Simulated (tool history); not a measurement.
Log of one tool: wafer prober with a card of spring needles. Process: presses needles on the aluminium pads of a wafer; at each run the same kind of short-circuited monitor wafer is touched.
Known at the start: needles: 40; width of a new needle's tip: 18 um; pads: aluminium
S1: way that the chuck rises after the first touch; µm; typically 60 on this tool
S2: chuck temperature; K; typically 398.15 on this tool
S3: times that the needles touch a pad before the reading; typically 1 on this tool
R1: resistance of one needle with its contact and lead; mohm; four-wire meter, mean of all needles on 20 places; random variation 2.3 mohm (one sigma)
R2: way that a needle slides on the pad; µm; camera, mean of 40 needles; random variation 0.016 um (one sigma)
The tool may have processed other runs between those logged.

run,day,S1,S2,S3,R1,R2
1,0.000,60,398.15,1,308,8.45
# day 1.004: tips cleaned on abrasive film
2,1.092,60,398.15,1,306,8.45
# day 2.229: tips cleaned on abrasive film
3,2.400,60,398.15,1,326,8.42
4,3.225,60,398.15,1,458,8.45
# day 3.379: tips cleaned on abrasive film
# day 4.558: tips cleaned on abrasive film
5,4.892,43,398.15,1,481,5.98
# day 5.708: tips cleaned on abrasive film
6,5.900,43,398.15,1,423,6.00
# day 6.812: tips cleaned on abrasive film
7,7.212,60,398.15,1,385,8.38
# day 7.979: tips cleaned on abrasive film
8,8.092,60,398.15,1,319,8.37
# day 9.071: tips cleaned on abrasive film
9,9.638,60,398.15,2,354,8.40
# day 10.238: tips cleaned on abrasive film
10,10.708,60,398.15,2,341,8.35
# day 11.396: tips cleaned on abrasive film
11,11.396,60,398.15,2,262,8.31
12,12.321,60,398.15,2,375,8.35
# day 12.612: tips cleaned on abrasive film
# day 13.712: tips cleaned on abrasive film
13,13.746,65,398.15,1,282,9.03
# day 14.896: tips cleaned on abrasive film
14,15.388,60,398.15,2,346,8.30
# day 16.092: tips cleaned on abrasive film
# day 16.104: height of the first contact set anew
15,16.704,60,315.15,1,439,8.48
# day 17.279: tips cleaned on abrasive film
16,17.562,60,315.15,1,359,8.48
# day 18.404: tips cleaned on abrasive film
17,18.925,60,315.15,1,418,8.46
# day 19.533: tips cleaned on abrasive film
18,19.604,41,398.15,1,356,5.73
19,20.350,41,398.15,1,669,5.75
# day 20.692: tips cleaned on abrasive film
20,21.304,41,398.15,1,612,5.73
# day 21.846: tips cleaned on abrasive film
21,22.088,41,301.15,1,484,5.75

What does the tool deliver on the next run?
# day 23.029: tips cleaned on abrasive film
22,23.050,60,398.15,1,?,?

Run 22 produced R1 287 mohm, R2 8.41 µm.
Had the tool carried no hidden state, the very same run would have given R1 252 mohm, R2 8.48 µm.

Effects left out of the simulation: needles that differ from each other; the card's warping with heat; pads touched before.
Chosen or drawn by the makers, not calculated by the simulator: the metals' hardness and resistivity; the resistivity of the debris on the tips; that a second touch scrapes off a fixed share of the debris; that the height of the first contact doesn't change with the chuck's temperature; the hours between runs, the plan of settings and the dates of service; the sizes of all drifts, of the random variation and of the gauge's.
